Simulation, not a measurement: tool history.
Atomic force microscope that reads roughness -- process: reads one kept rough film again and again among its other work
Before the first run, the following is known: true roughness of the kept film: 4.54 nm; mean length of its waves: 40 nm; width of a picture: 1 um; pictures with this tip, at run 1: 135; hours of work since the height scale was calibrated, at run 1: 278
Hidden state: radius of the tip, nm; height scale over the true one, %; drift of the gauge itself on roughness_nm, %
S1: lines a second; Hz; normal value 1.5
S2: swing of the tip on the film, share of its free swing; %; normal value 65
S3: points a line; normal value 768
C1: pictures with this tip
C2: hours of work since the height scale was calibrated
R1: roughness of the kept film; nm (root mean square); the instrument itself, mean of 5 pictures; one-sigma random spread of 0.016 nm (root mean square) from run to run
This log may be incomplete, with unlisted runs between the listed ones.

Run 1, hour 0: usual settings; C1 135; C2 278. Result: R1 3.836 nm (root mean square).
At hour 6.1: new tip fitted.
Run 2, hour 28.7: usual settings; C1 44; C2 294. Result: R1 3.889 nm (root mean square).
Run 3, hour 72.1: usual settings; C1 128; C2 320. Result: R1 3.88 nm (root mean square).
At hour 85.1: new tip fitted.
Run 4, hour 98.5: usual settings; C1 26; C2 335. Result: R1 3.878 nm (root mean square).
Run 5, hour 134.6: usual settings; C1 96; C2 356. Result: R1 3.85 nm (root mean square).
At hour 160.5: new tip fitted.
Run 6, hour 170.1: usual settings but S3 284; C1 19; C2 376. Result: R1 3.852 nm (root mean square).
Run 7, hour 200: usual settings but S3 284; C1 76; C2 393. Result: R1 3.847 nm (root mean square).
Run 8, hour 221.2: usual settings but S3 284; C1 118; C2 405. Result: R1 3.838 nm (root mean square).
At hour 237.1: new tip fitted.
Run 9, hour 251.6: usual settings but S3 284; C1 28; C2 423. Result: R1 3.852 nm (root mean square).
Run 10, hour 285.1: usual settings but S2 83 %; C1 92; C2 442. Result: R1 3.579 nm (root mean square).
At hour 314.5: new tip fitted.
Run 11, hour 315.9: usual settings but S2 83 %; C1 3; C2 460. Result: R1 3.569 nm (root mean square).
Run 12, hour 357.7: usual settings but S2 83 %; C1 84; C2 484. Result: R1 3.585 nm (root mean square).
Run 13, hour 384: usual settings; C1 135; C2 499. Result: R1 3.832 nm (root mean square).
At hour 389.5: new tip fitted.
Run 14, hour 421.1: usual settings; C1 61; C2 520. Result: R1 3.876 nm (root mean square).
At hour 465.1: new tip fitted.
Run 15, hour 470.1: usual settings; C1 10; C2 549. Result: R1 3.885 nm (root mean square).
Run 16, hour 498.1: usual settings but S3 496; C1 64; C2 565. Result: R1 3.888 nm (root mean square).
Run 17, hour 534.5: usual settings but S2 83 %; C1 135; C2 586. Result: R1 3.57 nm (root mean square).
At hour 541.2: new tip fitted.
Run 18, hour 583.3: usual settings but S2 73 %; C1 82; C2 614. Result: R1 3.784 nm (root mean square).
Run 19, hour 615.7: usual settings but S2 73 %; C1 144; C2 633. Result: R1 3.748 nm (root mean square).
At hour 620: new tip fitted.
Run 20, hour 658.7: usual settings but S3 934; C1 75; C2 657. Result: R1 3.874 nm (root mean square).
Run 21, hour 690.1: usual settings but S3 934; C1 135; C2 676. Result: R1 3.847 nm (root mean square).
At hour 696.9: new tip fitted.
Run 22, hour 723.9: usual settings but S3 339; C1 52; C2 695. Result: R1 3.841 nm (root mean square).
Run 23, hour 755.6: usual settings but S3 339; C1 113; C2 713. Result: R1 3.829 nm (root mean square).
At hour 772.3: new tip fitted.
Run 24, hour 790.4: usual settings but S1 0.54 Hz, S2 86 %, S3 655; C1 35; C2 733. Result: R1 3.825 nm (root mean square).
Run 25, hour 828.9: usual settings but S1 1.25 Hz, S2 84 %, S3 874; C1 110; C2 755. Result: R1 3.616 nm (root mean square).
At hour 850.5: new tip fitted.
Run 26, hour 853: usual settings but S1 1.25 Hz, S2 84 %, S3 874; C1 4; C2 769. Result: R1 3.652 nm (root mean square).
Run 27, hour 897.9: usual settings but S1 1.09 Hz, S2 74 %, S3 905; C1 91; C2 795. Result: R1 3.82 nm (root mean square).
At hour 927.9: new tip fitted.
Run 28, hour 933.3: usual settings but S1 0.73 Hz, S3 281; C1 11; C2 815. Result: R1 3.962 nm (root mean square).
Run 29, hour 969.5: usual settings but S1 0.91 Hz; C1 81; C2 836. Result: R1 3.942 nm (root mean square).
At hour 1007: new tip fitted.
Run 30, hour 1008.4: usual settings but S1 1.25 Hz, S2 80 %; C1 3; C2 859. Result: R1 3.704 nm (root mean square).
Run 31, hour 1056.1: usual settings but S1 1.25 Hz, S2 73 %, S3 675; C1 95; C2 886. Result: R1 3.786 nm (root mean square).

The next listed run, before its measurement:
At hour 1082.3: new tip fitted.
Run 32, hour 1090.9: usual settings but S2 85 %; C1 16; C2 906. Result: R1 ?.

For run 32 the tool returned R1 3.532 nm (root mean square).
The same run, on a tool lacking any hidden state, would have yielded R1 3.534 nm (root mean square).
